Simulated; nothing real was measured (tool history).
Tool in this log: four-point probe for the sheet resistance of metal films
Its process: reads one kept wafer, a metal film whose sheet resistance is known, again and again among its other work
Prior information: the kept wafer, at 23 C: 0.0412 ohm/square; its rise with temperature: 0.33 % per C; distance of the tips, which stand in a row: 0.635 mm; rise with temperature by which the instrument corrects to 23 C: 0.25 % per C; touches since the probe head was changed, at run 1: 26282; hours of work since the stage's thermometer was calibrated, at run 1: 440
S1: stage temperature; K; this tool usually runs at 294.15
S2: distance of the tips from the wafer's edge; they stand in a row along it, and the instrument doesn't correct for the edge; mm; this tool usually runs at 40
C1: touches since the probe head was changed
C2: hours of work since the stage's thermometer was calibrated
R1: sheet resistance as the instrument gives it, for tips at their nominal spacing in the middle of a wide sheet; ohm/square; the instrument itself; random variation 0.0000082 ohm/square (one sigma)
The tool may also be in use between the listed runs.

| run | hour | S1 | S2 | C1 | C2 | R1 |
|---|---|---|---|---|---|---|
| 1 | 0.0 | 294.15 | 40 | 26282 | 440 | 0.041021 |
| 2 | 24.0 | 294.15 | 12 | 27677 | 457 | 0.041065 |
| 3 | 41.8 | 294.15 | 7 | 28718 | 470 | 0.041192 |
| 4 | 72.4 | 294.15 | 7 | 30500 | 492 | 0.041181 |
| 5 | 93.3 | 294.15 | 7 | 31715 | 506 | 0.041185 |
| 6 | 124.0 | 294.15 | 7 | 33506 | 528 | 0.041162 |
| 7 | 154.8 | 294.15 | 7 | 35299 | 550 | 0.041163 |
| 8 | 174.3 | 294.15 | 7 | 36433 | 564 | 0.041155 |
| 9 | 215.4 | 299.15 | 40 | 38824 | 593 | 0.041132 |
| 10 | 246.3 | 294.15 | 6 | 40626 | 615 | 0.041220 |
| 11 | 263.1 | 294.15 | 6 | 41605 | 627 | 0.041205 |
| 12 | 300.7 | 294.15 | 6 | 43793 | 653 | 0.041205 |
| 13 | 323.6 | 294.15 | 6 | 45129 | 669 | 0.041204 |
|  | 326.0 | stage's thermometer calibrated |
| 14 | 357.3 | 294.15 | 40 | 47062 | 22 | 0.040950 |
| 15 | 377.2 | 306.15 | 40 | 48221 | 36 | 0.041309 |
| 16 | 413.7 | 306.15 | 40 | 50343 | 62 | 0.041324 |
| 17 | 440.7 | 306.15 | 40 | 51919 | 81 | 0.041319 |
| 18 | 465.8 | 294.15 | 40 | 53382 | 99 | 0.040947 |
| 19 | 495.9 | 294.15 | 40 | 55135 | 120 | 0.040936 |
|  | 508.6 | stage's thermometer calibrated, once more |
| 20 | 513.4 | 302.15 | 75 | 56122 | 3 | 0.041148 |
| 21 | 539.0 | 292.15 | 63 | 57614 | 21 | 0.040840 |
| 22 | 558.2 | 292.15 | 63 | 58731 | 35 | 0.040831 |
| 23 | 584.6 | 292.15 | 63 | 60270 | 54 | 0.040822 |
| 24 | 621.0 | 303.15 | 38 | 62392 | 80 | 0.041169 |
| 25 | 652.3 | 295.15 | 7 | 64211 | 102 | 0.041092 |
| 26 | 682.6 | 294.15 | 21 | 65976 | 123 | 0.040899 |
| 27 | 713.4 | 295.15 | 18 | 67770 | 145 | 0.040932 |
| 28 | 730.5 | 295.15 | 8 | 68765 | 157 | 0.041031 |
| 29 | 749.6 | 295.15 | 8 | 69876 | 170 | 0.041029 |
| 30 | 769.4 | 305.15 | 22 | 71031 | 185 | 0.041203 |
| 31 | 808.9 | 299.15 | 18 | 73334 | 213 | 0.041031 |
| 32 | 835.9 | 299.15 | 18 | 74906 | 232 | 0.041033 |
| 33 | 875.3 | 301.15 | 18 | 77200 | 259 | 0.041082 |
| 34 | 914.9 | 299.15 | 63 | 79505 | 287 | 0.040998 |
| 35 | 940.3 | 303.15 | 32 | 80988 | 306 | 0.041111 |
| 36 | 977.2 | 296.15 | 41 | 83132 | 332 | 0.040882 |
| 37 | 1003.0 | 302.15 | 60 | 84639 | 350 | 0.041088 |

Measured result minus the same run's result without the hidden state. Both carry the same run-to-run variation, though not necessarily the same gauge scatter:
The tool's hidden condition here consists of: inner tips' distance over the nominal, %; tips' flats over new ones', %; wafer's true temperature over the reading, C; drift of the gauge itself on sheet_ohm, %.
| run | R1 |
|---|---|
| 1 | -0.000135 |
| 2 | -0.000138 |
| 3 | -0.000141 |
| 4 | -0.000146 |
| 5 | -0.000149 |
| 6 | -0.000153 |
| 7 | -0.000159 |
| 8 | -0.000161 |
| 9 | -0.000168 |
| 10 | -0.000172 |
| 11 | -0.000175 |
| 12 | -0.000180 |
| 13 | -0.000183 |
| 14 | -0.000178 |
| 15 | -0.000185 |
| 16 | -0.000190 |
| 17 | -0.000195 |
| 18 | -0.000195 |
| 19 | -0.000200 |
| 20 | -0.000238 |
| 21 | -0.000241 |
| 22 | -0.000244 |
| 23 | -0.000248 |
| 24 | -0.000255 |
| 25 | -0.000260 |
| 26 | -0.000263 |
| 27 | -0.000268 |
| 28 | -0.000271 |
| 29 | -0.000274 |
| 30 | -0.000278 |
| 31 | -0.000283 |
| 32 | -0.000287 |
| 33 | -0.000294 |
| 34 | -0.000299 |
| 35 | -0.000304 |
| 36 | -0.000308 |
| 37 | -0.000314 |
